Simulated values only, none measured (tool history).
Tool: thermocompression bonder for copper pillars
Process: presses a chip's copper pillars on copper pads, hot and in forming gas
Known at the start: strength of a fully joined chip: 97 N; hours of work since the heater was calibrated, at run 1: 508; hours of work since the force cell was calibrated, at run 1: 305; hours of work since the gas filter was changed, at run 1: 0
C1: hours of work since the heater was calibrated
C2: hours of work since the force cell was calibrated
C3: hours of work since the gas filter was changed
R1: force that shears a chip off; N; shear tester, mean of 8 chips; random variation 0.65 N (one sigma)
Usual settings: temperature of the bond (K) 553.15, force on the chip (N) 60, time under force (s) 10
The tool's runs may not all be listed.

run 1 hour=0.0 | temperature_of_the_bond_(K)=553.15 force_on_the_chip_(N)=60 time_under_force_(s)=10 | C1=508 C2=305 C3=0 | R1=47.7
run 2 hour=18.8 | temperature_of_the_bond_(K)=553.15 force_on_the_chip_(N)=60 time_under_force_(s)=10 | C1=521 C2=317 C3=13 | R1=48.3
run 3 hour=49.3 | temperature_of_the_bond_(K)=553.15 force_on_the_chip_(N)=60 time_under_force_(s)=10 | C1=541 C2=338 C3=33 | R1=47.7
run 4 hour=86.9 | temperature_of_the_bond_(K)=553.15 force_on_the_chip_(N)=60 time_under_force_(s)=10 | C1=566 C2=363 C3=59 | R1=48.0
run 5 hour=121.8 | temperature_of_the_bond_(K)=553.15 force_on_the_chip_(N)=60 time_under_force_(s)=10 | C1=590 C2=387 C3=82 | R1=47.5
run 6 hour=158.3 | temperature_of_the_bond_(K)=553.15 force_on_the_chip_(N)=60 time_under_force_(s)=10 | C1=615 C2=412 C3=107 | R1=48.0
run 7 hour=184.3 | temperature_of_the_bond_(K)=553.15 force_on_the_chip_(N)=60 time_under_force_(s)=10 | C1=632 C2=429 C3=124 | R1=48.3
run 8 hour=217.1 | temperature_of_the_bond_(K)=553.15 force_on_the_chip_(N)=82 time_under_force_(s)=10 | C1=654 C2=451 C3=146 | R1=56.3
run 9 hour=243.0 | temperature_of_the_bond_(K)=553.15 force_on_the_chip_(N)=60 time_under_force_(s)=23 | C1=672 C2=469 C3=164 | R1=60.4
run 10 hour=274.7 | temperature_of_the_bond_(K)=539.15 force_on_the_chip_(N)=60 time_under_force_(s)=23 | C1=693 C2=490 C3=185 | R1=51.7
run 11 hour=294.8 | temperature_of_the_bond_(K)=539.15 force_on_the_chip_(N)=60 time_under_force_(s)=23 | C1=707 C2=504 C3=199 | R1=52.8
-- hour=300.4 forming gas filter changed
run 12 hour=329.2 | temperature_of_the_bond_(K)=553.15 force_on_the_chip_(N)=54 time_under_force_(s)=10 | C1=730 C2=526 C3=19 | R1=44.1
run 13 hour=357.7 | temperature_of_the_bond_(K)=553.15 force_on_the_chip_(N)=65 time_under_force_(s)=10 | C1=749 C2=546 C3=39 | R1=50.1
run 14 hour=399.1 | temperature_of_the_bond_(K)=553.15 force_on_the_chip_(N)=65 time_under_force_(s)=7 | C1=777 C2=574 C3=67 | R1=44.0
run 15 hour=434.5 | temperature_of_the_bond_(K)=559.15 force_on_the_chip_(N)=60 time_under_force_(s)=10 | C1=801 C2=597 C3=90 | R1=51.4
run 16 hour=457.1 | temperature_of_the_bond_(K)=553.15 force_on_the_chip_(N)=60 time_under_force_(s)=10 | C1=816 C2=613 C3=106 | R1=47.6
run 17 hour=479.7 | temperature_of_the_bond_(K)=553.15 force_on_the_chip_(N)=60 time_under_force_(s)=22 | C1=831 C2=628 C3=121 | R1=62.1
run 18 hour=509.3 | temperature_of_the_bond_(K)=553.15 force_on_the_chip_(N)=60 time_under_force_(s)=22 | C1=851 C2=648 C3=141 | R1=59.9
run 19 hour=545.1 | temperature_of_the_bond_(K)=553.15 force_on_the_chip_(N)=60 time_under_force_(s)=10 | C1=875 C2=672 C3=165 | R1=47.1
run 20 hour=569.2 | temperature_of_the_bond_(K)=553.15 force_on_the_chip_(N)=60 time_under_force_(s)=10 | C1=892 C2=688 C3=181 | R1=46.7
-- hour=600.5 forming gas filter changed
run 21 hour=600.5 | temperature_of_the_bond_(K)=531.15 force_on_the_chip_(N)=51 time_under_force_(s)=9 | C1=912 C2=709 C3=0 | R1=28.6
run 22 hour=634.2 | temperature_of_the_bond_(K)=569.15 force_on_the_chip_(N)=37 time_under_force_(s)=11 | C1=935 C2=732 C3=23 | R1=45.2
run 23 hour=673.0 | temperature_of_the_bond_(K)=569.15 force_on_the_chip_(N)=37 time_under_force_(s)=11 | C1=961 C2=758 C3=49 | R1=43.2
run 24 hour=701.8 | temperature_of_the_bond_(K)=569.15 force_on_the_chip_(N)=37 time_under_force_(s)=11 | C1=981 C2=777 C3=68 | R1=45.5
run 25 hour=729.0 | temperature_of_the_bond_(K)=569.15 force_on_the_chip_(N)=37 time_under_force_(s)=11 | C1=999 C2=796 C3=87 | R1=42.9
run 26 hour=762.8 | temperature_of_the_bond_(K)=565.15 force_on_the_chip_(N)=66 time_under_force_(s)=10 | C1=1022 C2=819 C3=109 | R1=58.7
run 27 hour=805.1 | temperature_of_the_bond_(K)=534.15 force_on_the_chip_(N)=52 time_under_force_(s)=5 | C1=1050 C2=847 C3=138 | R1=23.9
run 28 hour=846.9 | temperature_of_the_bond_(K)=575.15 force_on_the_chip_(N)=56 time_under_force_(s)=9 | C1=1079 C2=875 C3=166 | R1=57.6
run 29 hour=887.0 | temperature_of_the_bond_(K)=579.15 force_on_the_chip_(N)=58 time_under_force_(s)=6 | C1=1106 C2=902 C3=193 | R1=54.0
-- hour=900.5 forming gas filter changed
run 30 hour=925.4 | temperature_of_the_bond_(K)=576.15 force_on_the_chip_(N)=62 time_under_force_(s)=7 | C1=1131 C2=928 C3=17 | R1=57.5
run 31 hour=952.8 | temperature_of_the_bond_(K)=549.15 force_on_the_chip_(N)=86 time_under_force_(s)=7 | C1=1150 C2=947 C3=35 | R1=49.5
run 32 hour=989.8 | temperature_of_the_bond_(K)=559.15 force_on_the_chip_(N)=60 time_under_force_(s)=11 | C1=1175 C2=971 C3=60 | R1=52.6
run 33 hour=1023.6 | temperature_of_the_bond_(K)=559.15 force_on_the_chip_(N)=60 time_under_force_(s)=11 | C1=1197 C2=994 C3=83 | R1=53.0
run 34 hour=1041.9 | temperature_of_the_bond_(K)=559.15 force_on_the_chip_(N)=60 time_under_force_(s)=11 | C1=1210 C2=1007 C3=95 | R1=52.0
run 35 hour=1062.0 | temperature_of_the_bond_(K)=553.15 force_on_the_chip_(N)=87 time_under_force_(s)=27 | C1=1223 C2=1020 C3=109 | R1=76.9
run 36 hour=1093.2 | temperature_of_the_bond_(K)=568.15 force_on_the_chip_(N)=83 time_under_force_(s)=27 | C1=1244 C2=1041 C3=130 | R1=82.9
run 37 hour=1124.5 | temperature_of_the_bond_(K)=568.15 force_on_the_chip_(N)=83 time_under_force_(s)=27 | C1=1265 C2=1062 C3=151 | R1=82.7
run 38 hour=1158.2 | temperature_of_the_bond_(K)=557.15 force_on_the_chip_(N)=83 time_under_force_(s)=27 | C1=1288 C2=1085 C3=174 | R1=77.2
run 39 hour=1180.8 | temperature_of_the_bond_(K)=557.15 force_on_the_chip_(N)=83 time_under_force_(s)=27 | C1=1303 C2=1100 C3=189 | R1=77.7

4 ways to go on from here, each from the tool as it stands after run 39. What would each give?
-- hour=1201.2 forming gas filter changed
-- hour=1208.5 heater calibrated with a thermocouple chip
run A hour=1220.0 | temperature_of_the_bond_(K)=553.15 force_on_the_chip_(N)=71 time_under_force_(s)=21 | C1=8 C2=1125 C3=11 | R1=?
-- hour=1201.2 forming gas filter changed
-- hour=1208.5 heater calibrated with a thermocouple chip
run B hour=1220.0 | temperature_of_the_bond_(K)=581.15 force_on_the_chip_(N)=85 time_under_force_(s)=26 | C1=8 C2=1125 C3=11 | R1=?
-- hour=1201.2 forming gas filter changed
-- hour=1208.5 heater calibrated with a thermocouple chip
run C hour=1220.0 | temperature_of_the_bond_(K)=539.15 force_on_the_chip_(N)=83 time_under_force_(s)=27 | C1=8 C2=1125 C3=11 | R1=?
-- hour=1201.2 forming gas filter changed
-- hour=1208.5 heater calibrated with a thermocouple chip
run D hour=1220.0 | temperature_of_the_bond_(K)=525.15 force_on_the_chip_(N)=42 time_under_force_(s)=29 | C1=8 C2=1125 C3=11 | R1=?

run=A R1=66.8
run=B R1=88.5
run=C R1=67.0
run=D R1=36.7
Without the tool's hidden state the same runs would have given:
run=A R1=66.6
run=B R1=88.4
run=C R1=66.8
run=D R1=36.5
